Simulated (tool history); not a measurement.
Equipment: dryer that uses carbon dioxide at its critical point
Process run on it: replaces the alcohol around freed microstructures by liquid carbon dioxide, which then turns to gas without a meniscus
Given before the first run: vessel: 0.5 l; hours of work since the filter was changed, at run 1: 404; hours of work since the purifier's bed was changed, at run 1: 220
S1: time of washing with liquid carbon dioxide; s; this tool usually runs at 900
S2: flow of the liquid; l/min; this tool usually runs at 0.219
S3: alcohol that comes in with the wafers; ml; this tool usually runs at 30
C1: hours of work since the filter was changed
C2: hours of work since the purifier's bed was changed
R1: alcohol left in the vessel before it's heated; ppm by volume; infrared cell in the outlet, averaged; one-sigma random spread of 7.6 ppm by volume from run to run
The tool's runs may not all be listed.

Run 1, hour 0.0: usual settings; C1 404; C2 220. Result: R1 754 ppm by volume.
Run 2, hour 41.5: usual settings; C1 421; C2 236. Result: R1 757 ppm by volume.
At hour 71.5: inlet filter changed.
Run 3, hour 82.3: usual settings; C1 4; C2 251. Result: R1 403 ppm by volume.
Run 4, hour 109.1: usual settings but S1 540 s; C1 15; C2 262. Result: R1 2944 ppm by volume.
Run 5, hour 148.7: usual settings but S1 540 s; C1 30; C2 277. Result: R1 2898 ppm by volume.
Run 6, hour 177.4: usual settings but S3 73 ml; C1 41; C2 288. Result: R1 995 ppm by volume.
Run 7, hour 213.6: usual settings but S3 73 ml; C1 55; C2 302. Result: R1 1010 ppm by volume.
Run 8, hour 239.9: usual settings but S3 73 ml; C1 65; C2 312. Result: R1 1056 ppm by volume.
Run 9, hour 258.8: usual settings but S3 73 ml; C1 73; C2 320. Result: R1 1042 ppm by volume.
Run 10, hour 295.1: usual settings but S3 73 ml; C1 87; C2 334. Result: R1 1043 ppm by volume.
Run 11, hour 330.7: usual settings but S3 73 ml; C1 101; C2 348. Result: R1 1104 ppm by volume.
Run 12, hour 357.2: usual settings but S3 73 ml; C1 111; C2 358. Result: R1 1097 ppm by volume.
Run 13, hour 397.5: usual settings but S1 600 s; C1 127; C2 374. Result: R1 2336 ppm by volume.
Run 14, hour 425.7: usual settings but S1 600 s; C1 138; C2 385. Result: R1 2357 ppm by volume.
Run 15, hour 457.7: usual settings but S1 600 s; C1 150; C2 397. Result: R1 2298 ppm by volume.
Run 16, hour 480.8: usual settings but S1 600 s; C1 159; C2 406. Result: R1 2440 ppm by volume.
Run 17, hour 508.6: usual settings but S1 600 s; C1 170; C2 417. Result: R1 2430 ppm by volume.
Run 18, hour 545.1: usual settings but S1 600 s; C1 184; C2 431. Result: R1 2507 ppm by volume.
Run 19, hour 567.2: usual settings; C1 193; C2 440. Result: R1 544 ppm by volume.
Run 20, hour 591.4: usual settings; C1 202; C2 449. Result: R1 545 ppm by volume.
Run 21, hour 615.6: usual settings but S2 0.305 l/min; C1 211; C2 459. Result: R1 112 ppm by volume.
Run 22, hour 638.4: usual settings but S2 0.211 l/min; C1 220; C2 467. Result: R1 651 ppm by volume.
Run 23, hour 680.6: usual settings but S2 0.211 l/min, S3 36 ml; C1 237; C2 484. Result: R1 805 ppm by volume.
Run 24, hour 705.7: usual settings but S2 0.211 l/min, S3 36 ml; C1 246; C2 494. Result: R1 819 ppm by volume.
Run 25, hour 730.3: usual settings but S1 600 s, S2 0.254 l/min, S3 103 ml; C1 256; C2 503. Result: R1 5457 ppm by volume.
Run 26, hour 763.6: usual settings but S1 600 s, S2 0.254 l/min, S3 103 ml; C1 269; C2 516. Result: R1 5530 ppm by volume.
Run 27, hour 790.4: usual settings but S1 780 s, S2 0.254 l/min, S3 103 ml; C1 279; C2 526. Result: R1 1842 ppm by volume.
Run 28, hour 829.3: usual settings but S2 0.151 l/min, S3 34 ml; C1 295; C2 542. Result: R1 2977 ppm by volume.
Run 29, hour 858.3: usual settings but S3 33 ml; C1 306; C2 553. Result: R1 723 ppm by volume.
Run 30, hour 887.0: usual settings but S3 33 ml; C1 317; C2 564. Result: R1 719 ppm by volume.
Run 31, hour 910.5: usual settings but S1 1080 s, S3 41 ml; C1 326; C2 573. Result: R1 372 ppm by volume.
Run 32, hour 934.3: usual settings but S1 660 s, S3 48 ml; C1 335; C2 582. Result: R1 3410 ppm by volume.
Run 33, hour 973.2: usual settings but S1 660 s, S2 0.211 l/min, S3 48 ml; C1 350; C2 598. Result: R1 4012 ppm by volume.
Run 34, hour 999.5: usual settings but S3 20 ml; C1 361; C2 608. Result: R1 473 ppm by volume.
At hour 1031.7: purifier's bed changed.
Run 35, hour 1037.3: usual settings but S3 20 ml; C1 374; C2 2. Result: R1 444 ppm by volume.
Run 36, hour 1074.1: usual settings but S3 20 ml; C1 389; C2 16. Result: R1 447 ppm by volume.
Run 37, hour 1093.7: usual settings but S3 20 ml; C1 396; C2 24. Result: R1 460 ppm by volume.
Run 38, hour 1130.9: usual settings but S3 20 ml; C1 411; C2 39. Result: R1 472 ppm by volume.
Run 39, hour 1149.0: usual settings but S1 600 s, S2 0.288 l/min, S3 95 ml; C1 418; C2 46. Result: R1 3717 ppm by volume.
At hour 1189.5: inlet filter changed.
Run 40, hour 1194.5: usual settings but S1 600 s, S2 0.288 l/min, S3 95 ml; C1 2; C2 63. Result: R1 2138 ppm by volume.
Run 41, hour 1228.5: usual settings but S3 29 ml; C1 15; C2 76. Result: R1 386 ppm by volume.
Run 42, hour 1272.9: usual settings but S3 29 ml; C1 32; C2 93. Result: R1 412 ppm by volume.
Run 43, hour 1298.4: usual settings but S3 29 ml; C1 42; C2 103. Result: R1 408 ppm by volume.
Run 44, hour 1325.5: usual settings but S2 0.148 l/min, S3 86 ml; C1 53; C2 114. Result: R1 6252 ppm by volume.
Run 45, hour 1355.1: usual settings but S1 1140 s, S2 0.268 l/min, S3 23 ml; C1 64; C2 125. Result: R1 34 ppm by volume.
Run 46, hour 1387.7: usual settings but S1 1140 s, S2 0.217 l/min, S3 23 ml; C1 77; C2 138. Result: R1 113 ppm by volume.

What if the next run were any one of these 4? Each begins from the tool's condition after run 46:
Run A, hour 1426.0: usual settings but S1 1260 s, S2 0.167 l/min, S3 58 ml; C1 92; C2 153. Result: R1 ?.
Run B, hour 1426.0: usual settings but S1 1260 s, S3 27 ml; C1 92; C2 153. Result: R1 ?.
Run C, hour 1426.0: usual settings but S2 0.276 l/min, S3 41 ml; C1 92; C2 153. Result: R1 ?.
Run D, hour 1426.0: usual settings but S1 1140 s, S2 0.217 l/min, S3 44 ml; C1 92; C2 153. Result: R1 ?.

run   R1
  A  646
  B   66
  C  175
  D  204
Without the tool's hidden state the same runs would have given:
run   R1
  A  540
  B   44
  C  136
  D  161
